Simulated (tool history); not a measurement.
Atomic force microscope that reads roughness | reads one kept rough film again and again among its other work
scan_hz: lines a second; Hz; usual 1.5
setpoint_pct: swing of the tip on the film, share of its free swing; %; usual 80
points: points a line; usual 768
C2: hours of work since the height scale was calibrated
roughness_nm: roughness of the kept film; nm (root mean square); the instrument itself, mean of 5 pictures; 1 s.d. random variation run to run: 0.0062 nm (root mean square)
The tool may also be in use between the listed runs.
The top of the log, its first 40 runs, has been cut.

{"run": 41, "hour": 1543.5, "scan_hz": 2.58, "setpoint_pct": 71, "points": 678, "pictures with this tip": 95, "C2": 136, "roughness_nm": 1.099}
{"run": 42, "hour": 1595.1, "scan_hz": 1.5, "setpoint_pct": 73, "points": 768, "pictures with this tip": 196, "C2": 165, "roughness_nm": 1.06}
{"run": 43, "hour": 1640.4, "scan_hz": 1.5, "setpoint_pct": 73, "points": 768, "pictures with this tip": 285, "C2": 191, "roughness_nm": 1}
{"run": 44, "hour": 1685.2, "scan_hz": 0.56, "setpoint_pct": 88, "points": 768, "pictures with this tip": 373, "C2": 217, "roughness_nm": 0.964}
{"hour": 1697.5, "done": "new tip fitted"}
{"run": 45, "hour": 1732.9, "scan_hz": 0.56, "setpoint_pct": 88, "points": 768, "pictures with this tip": 69, "C2": 243, "roughness_nm": 1.147}
{"run": 46, "hour": 1759.3, "scan_hz": 1.29, "setpoint_pct": 68, "points": 768, "pictures with this tip": 121, "C2": 259, "roughness_nm": 1.104}
{"run": 47, "hour": 1813.4, "scan_hz": 1.05, "setpoint_pct": 80, "points": 768, "pictures with this tip": 227, "C2": 289, "roughness_nm": 1.029}
{"run": 48, "hour": 1866.9, "scan_hz": 1.05, "setpoint_pct": 75, "points": 662, "pictures with this tip": 332, "C2": 320, "roughness_nm": 0.981}

5 options for the next run, each taken on its own from the tool as it stands now. Forecast them:
{"run": "A", "hour": 1897.2, "scan_hz": 0.58, "setpoint_pct": 85, "points": 768, "pictures with this tip": 391, "C2": 337, "roughness_nm": "?"}
{"run": "B", "hour": 1897.2, "scan_hz": 1.05, "setpoint_pct": 75, "points": 267, "pictures with this tip": 391, "C2": 337, "roughness_nm": "?"}
{"run": "C", "hour": 1897.2, "scan_hz": 0.56, "setpoint_pct": 68, "points": 503, "pictures with this tip": 391, "C2": 337, "roughness_nm": "?"}
{"run": "D", "hour": 1897.2, "scan_hz": 1.05, "setpoint_pct": 59, "points": 586, "pictures with this tip": 391, "C2": 337, "roughness_nm": "?"}
{"run": "E", "hour": 1897.2, "scan_hz": 1.05, "setpoint_pct": 60, "points": 868, "pictures with this tip": 391, "C2": 337, "roughness_nm": "?"}

run=A roughness_nm=0.953
run=B roughness_nm=0.928
run=C roughness_nm=0.958
run=D roughness_nm=0.956
run=E roughness_nm=0.961
Take away the tool's hidden state, keep each run's random variation, and the runs would have read:
run=A roughness_nm=1.2
run=B roughness_nm=1.168
run=C roughness_nm=1.206
run=D roughness_nm=1.205
run=E roughness_nm=1.213
